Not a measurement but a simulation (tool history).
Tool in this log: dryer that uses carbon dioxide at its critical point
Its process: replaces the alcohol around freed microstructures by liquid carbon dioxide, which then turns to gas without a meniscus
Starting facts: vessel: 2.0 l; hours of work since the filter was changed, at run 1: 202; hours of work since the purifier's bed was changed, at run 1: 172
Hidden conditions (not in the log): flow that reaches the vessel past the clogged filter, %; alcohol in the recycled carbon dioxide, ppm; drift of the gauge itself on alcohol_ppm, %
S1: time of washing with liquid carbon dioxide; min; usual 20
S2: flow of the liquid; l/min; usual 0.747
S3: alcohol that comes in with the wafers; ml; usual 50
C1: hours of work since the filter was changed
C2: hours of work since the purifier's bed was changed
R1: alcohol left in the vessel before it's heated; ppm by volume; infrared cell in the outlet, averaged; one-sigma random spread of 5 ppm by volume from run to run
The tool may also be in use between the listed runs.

run     day  S1     S2  S3   C1   C2    R1
  1       0  20  0.747  50  202  172   109
  2   1.088  20  0.747  50  215  185   106
  3   2.004  20  0.747  50  225  195   112
  4   2.875  20  0.747  50  235  206   117
  5   3.396  20  0.747  50  241  212   121
  6   3.871  20  0.747  50  247  217   119
  7       5  20  0.747  50  260  230   123
  8   5.592  20  0.747  50  267  237   125
  9   6.104  20  0.747  50  273  243   132
 10   6.904  20  0.486  50  282  253   540
 11   7.379  20  0.486  50  288  258   530
 12   8.542  20  0.486  50  301  272   552
 13   9.142  20  0.747  96  308  279   192
 14  10.029  20  0.747  50  319  289   153
 15  10.942  20  0.747  50  329  300   144
 16    11.7  20  0.747  50  338  309   161
 17  12.538  14  0.747  50  348  318   466
 18  13.308  20  0.747  50  357  327   155
 19  13.992  20  0.747  50  365  335   166
 20  14.975  20  0.747  50  377  347   163
 21  16.058  20  0.747  50  389  359   167
 22  16.667  13  0.483  30  396  366  1330
 23  17.579  13  0.483  30  407  377  1340
 24  18.442  13  0.483  30  417  387  1325
     18.921  -- inlet filter changed
 25  19.004  27  1.055  36    1  393   120
 26  19.646  16  1.206  56    8  401   127
 27  20.592  16  1.206  56   19  412   122
 28    21.6  16  1.206  56   31  423   136
 29  22.471  20  0.747  20   41  434   151
 30  23.479  20  0.747  20   53  445   151
 31  24.588  17  0.747  50   66  458   245
 32  25.504  17  0.747  50   77  469   250
 33      26  17  0.694  67   83  475   340
 34  26.867  20  0.694  21   93  485   173
 35  27.362  20   0.99  21   98  491   145
 36  28.154  12  0.747  55  108  500   731
 37  28.858  12  0.747  55  116  508   750
 38  29.546  20  0.454  50  124  516   679

Branching from run 38: 3 alternative next runs. What would each branch give?
  A  30.3  15  0.454  50  133  525   ?
  B  30.3  19   1.15  39  133  525   ?
  C  30.3  20  0.679  50  133  525   ?

run    R1
  A  1542
  B   168
  C   233
Had the tool no hidden state, the same runs would have come out as:
run    R1
  A  1266
  B    11
  C    70
